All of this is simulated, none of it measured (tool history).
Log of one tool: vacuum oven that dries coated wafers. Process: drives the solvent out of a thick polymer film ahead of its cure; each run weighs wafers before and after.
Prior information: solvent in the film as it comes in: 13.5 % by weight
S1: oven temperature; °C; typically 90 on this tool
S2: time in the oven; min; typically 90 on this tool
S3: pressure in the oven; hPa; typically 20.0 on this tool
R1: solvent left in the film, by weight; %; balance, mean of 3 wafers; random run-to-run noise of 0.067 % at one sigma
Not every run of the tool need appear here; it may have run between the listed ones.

Run 1, hour 0.0: usual settings. Result: R1 4.56 %.
At hour 99.0: oven's thermocouples calibrated.
Run 2, hour 119.3: usual settings. Result: R1 4.37 %.
Run 3, hour 189.5: usual settings. Result: R1 4.60 %.
Run 4, hour 269.7: usual settings but S2 94 min. Result: R1 4.35 %.
Run 5, hour 326.0: usual settings but S3 12.8 hPa. Result: R1 2.99 %.
Run 6, hour 373.4: usual settings but S3 12.8 hPa. Result: R1 3.03 %.
Run 7, hour 479.0: usual settings. Result: R1 4.59 %.
Run 8, hour 527.2: usual settings. Result: R1 4.47 %.
Run 9, hour 591.5: usual settings. Result: R1 4.62 %.
Run 10, hour 678.7: usual settings. Result: R1 4.46 %.
Run 11, hour 771.1: usual settings. Result: R1 4.45 %.
Run 12, hour 868.8: usual settings. Result: R1 4.51 %.
Run 13, hour 961.5: usual settings but S1 81 °C. Result: R1 6.65 %.
Run 14, hour 1034.4: usual settings but S1 81 °C. Result: R1 6.61 %.
Run 15, hour 1129.0: usual settings but S1 81 °C. Result: R1 6.58 %.
Run 16, hour 1236.2: usual settings but S1 81 °C. Result: R1 6.73 %.
At hour 1271.8: oven's thermocouples calibrated.
Run 17, hour 1287.1: usual settings but S1 81 °C. Result: R1 6.69 %.
Run 18, hour 1346.6: usual settings. Result: R1 4.44 %.
Run 19, hour 1404.3: usual settings. Result: R1 4.52 %.
Run 20, hour 1483.2: usual settings but S1 80 °C. Result: R1 6.98 %.
Run 21, hour 1560.8: usual settings but S1 84 °C. Result: R1 5.94 %.
At hour 1583.1: vacuum gauge cleaned of residue and calibrated.
Run 22, hour 1619.0: usual settings but S1 84 °C. Result: R1 5.80 %.
Run 23, hour 1667.0: usual settings but S1 100 °C. Result: R1 2.93 %.
Run 24, hour 1721.7: usual settings but S1 100 °C. Result: R1 3.00 %.
Run 25, hour 1804.3: usual settings but S1 82 °C, S2 56 min, S3 79.7 hPa. Result: R1 13.65 %.
Run 26, hour 1885.5: usual settings but S1 82 °C, S2 56 min, S3 79.7 hPa. Result: R1 13.52 %.
Run 27, hour 1961.8: usual settings but S1 82 °C, S2 56 min, S3 79.7 hPa. Result: R1 13.41 %.
Run 28, hour 2043.9: usual settings but S1 82 °C, S2 56 min, S3 79.7 hPa. Result: R1 13.73 %.
Run 29, hour 2094.7: usual settings but S3 75.5 hPa. Result: R1 13.47 %.
Run 30, hour 2142.7: usual settings but S3 75.5 hPa. Result: R1 13.66 %.
Run 31, hour 2239.8: usual settings but S3 75.5 hPa. Result: R1 13.60 %.
Run 32, hour 2337.3: usual settings but S2 54 min, S3 10.5 hPa. Result: R1 3.62 %.
At hour 2448.2: oven's thermocouples calibrated.
Run 33, hour 2455.4: usual settings but S2 57 min, S3 15.6 hPa. Result: R1 4.46 %.
Run 34, hour 2536.5: usual settings but S2 57 min, S3 15.6 hPa. Result: R1 4.51 %.
Run 35, hour 2593.4: usual settings but S2 111 min, S3 34.5 hPa. Result: R1 7.21 %.
Run 36, hour 2707.7: usual settings but S1 94 °C, S2 53 min, S3 19.5 hPa. Result: R1 4.43 %.
Run 37, hour 2771.6: usual settings but S1 92 °C. Result: R1 4.09 %.
Run 38, hour 2857.4: usual settings but S1 92 °C. Result: R1 4.17 %.
Run 39, hour 2916.3: usual settings but S1 89 °C, S2 141 min, S3 22.2 hPa. Result: R1 4.96 %.
Run 40, hour 2989.9: usual settings but S1 88 °C, S2 152 min, S3 25.2 hPa. Result: R1 5.78 %.
Run 41, hour 3043.2: usual settings but S1 103 °C, S2 108 min, S3 53.9 hPa. Result: R1 6.88 %.
Run 42, hour 3094.0: usual settings but S1 102 °C, S2 64 min, S3 28.3 hPa. Result: R1 4.03 %.
Run 43, hour 3190.8: usual settings but S1 96 °C, S3 13.7 hPa. Result: R1 2.45 %.
Run 44, hour 3289.6: usual settings but S2 99 min. Result: R1 4.46 %.
Run 45, hour 3387.7: usual settings but S1 87 °C, S2 115 min, S3 15.0 hPa. Result: R1 3.82 %.
Run 46, hour 3471.1: usual settings but S1 87 °C, S2 115 min, S3 15.0 hPa. Result: R1 3.77 %.
Run 47, hour 3546.7: usual settings but S1 94 °C, S2 113 min, S3 78.4 hPa. Result: R1 13.48 %.
At hour 3621.9: oven's thermocouples calibrated.
Run 48, hour 3649.3: usual settings but S1 84 °C, S2 83 min. Result: R1 5.91 %.

Alternative continuations, all from the tool just after run 48; predict every row:
Run A, hour 3741.2: usual settings but S2 62 min, S3 17.2 hPa. Result: R1 ?.
Run B, hour 3741.2: usual settings but S1 96 °C, S2 83 min. Result: R1 ?.
Run C, hour 3741.2: usual settings but S1 77 °C, S2 102 min, S3 10.4 hPa. Result: R1 ?.

run    R1
  A  4.57
  B  3.47
  C  4.73
With the hidden condition removed and each run's random variation left untouched, the same runs would have given:
run    R1
  A  4.56
  B  3.46
  C  4.71
